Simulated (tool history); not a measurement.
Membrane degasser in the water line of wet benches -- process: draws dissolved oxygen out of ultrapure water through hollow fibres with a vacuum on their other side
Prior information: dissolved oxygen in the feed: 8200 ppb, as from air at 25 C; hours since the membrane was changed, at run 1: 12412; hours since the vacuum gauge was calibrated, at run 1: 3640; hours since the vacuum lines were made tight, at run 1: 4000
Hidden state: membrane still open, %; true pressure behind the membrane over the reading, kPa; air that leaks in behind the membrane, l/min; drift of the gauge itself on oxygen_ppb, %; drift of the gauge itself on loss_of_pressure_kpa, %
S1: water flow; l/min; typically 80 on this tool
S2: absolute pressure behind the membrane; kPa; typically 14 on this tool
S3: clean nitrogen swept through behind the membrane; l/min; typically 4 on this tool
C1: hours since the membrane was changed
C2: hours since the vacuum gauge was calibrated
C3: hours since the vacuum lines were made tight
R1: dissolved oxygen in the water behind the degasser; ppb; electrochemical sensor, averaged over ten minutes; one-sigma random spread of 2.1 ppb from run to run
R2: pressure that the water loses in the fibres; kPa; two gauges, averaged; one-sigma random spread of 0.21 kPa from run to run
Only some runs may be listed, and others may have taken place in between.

run	day	S1	S2	S3	C1	C2	C3	R1	R2
1	0	80	14	4	12412	3640	4000	479.6	52.68
2	12.562	80	14	4	12714	3941	4302	482.1	52.47
3	20.396	64	14	4	12902	4129	4490	394.2	41.91
4	32.112	70	14	4	13183	4410	4771	426.3	45.94
5	40.125	70	14	4	13375	4603	4963	428.1	45.99
6	53.1	70	14	4	13687	4914	5274	430.7	45.71
7	63.971	70	14	4	13948	5175	5535	431.4	46.2
# day 65.712: vacuum gauge calibrated
8	71.867	70	8.5	4	14137	148	5724	212.5	46.01
9	79.771	73	14	4	14326	337	5914	435.6	48.02
10	86.304	80	14	4	14483	494	6071	469.5	52.85
11	92.479	80	14	4	14631	642	6219	476.2	52.42
12	101.425	80	9.3	4	14846	857	6434	280.3	52.74
13	108.096	80	9.3	4	15006	1017	6594	280.5	52.73
14	120.325	80	19.6	4	15300	1311	6887	690.1	52.85
15	130.429	80	19.6	7.72	15542	1553	7130	399.4	53.37
16	136.538	80	19.6	7.72	15689	1700	7276	402.5	52.86
17	148.646	80	19.6	7.72	15979	1990	7567	399	53.02
18	161.496	61	30.5	11.37	16288	2299	7875	352.9	40.64
19	170.45	56	25.9	9.61	16503	2514	8090	315.5	36.95
20	182.133	97	19.3	8.01	16783	2794	8371	460.9	64.76
21	191.45	93	16.6	9.44	17007	3018	8594	326.9	61.74
# day 198.238: seals of the vacuum lines changed
22	200.725	74	16.6	8.72	17227	3238	60	278	49.39
23	213.242	74	16.6	8.72	17528	3539	360	278	49.83
24	226.188	111	13.2	2.43	17838	3849	671	863.6	74.32
25	235.233	51	21.1	4.16	18055	4067	888	493.6	33.79
# day 249.55: membrane cartridge changed
26	249.55	54	13.7	8.44	0	4406	1228	163.7	33.53
27	259.267	54	13.7	4.32	233	4639	1461	304.2	33.56
28	267.154	110	13.7	10.43	422	4829	1650	279.5	68.23
29	274.304	65	14	2.74	594	5000	1822	543.3	40.27
# day 282.779: vacuum gauge calibrated
30	286.746	65	14	2.74	892	95	2120	542.8	40.73
31	297.721	91	18.8	2.74	1156	359	2383	988.1	56.38
32	309.529	91	18.8	1.75	1439	642	2667	1353.5	56.63
33	319.812	91	18.8	1.75	1686	889	2913	1359.9	56.94

Forecast each of these 3 alternatives for the next run:
A	329.875	80	19	4	1927	1130	3155	?	?
B	329.875	99	18.4	5.22	1927	1130	3155	?	?
C	329.875	107	8.5	3.49	1927	1130	3155	?	?

run	R1	R2
A	667.5	49.66
B	621.4	61.72
C	356	66.84
Without the tool's hidden state the same runs would have given:
run	R1	R2
A	662.7	49.28
B	616.6	61.25
C	349.1	66.33
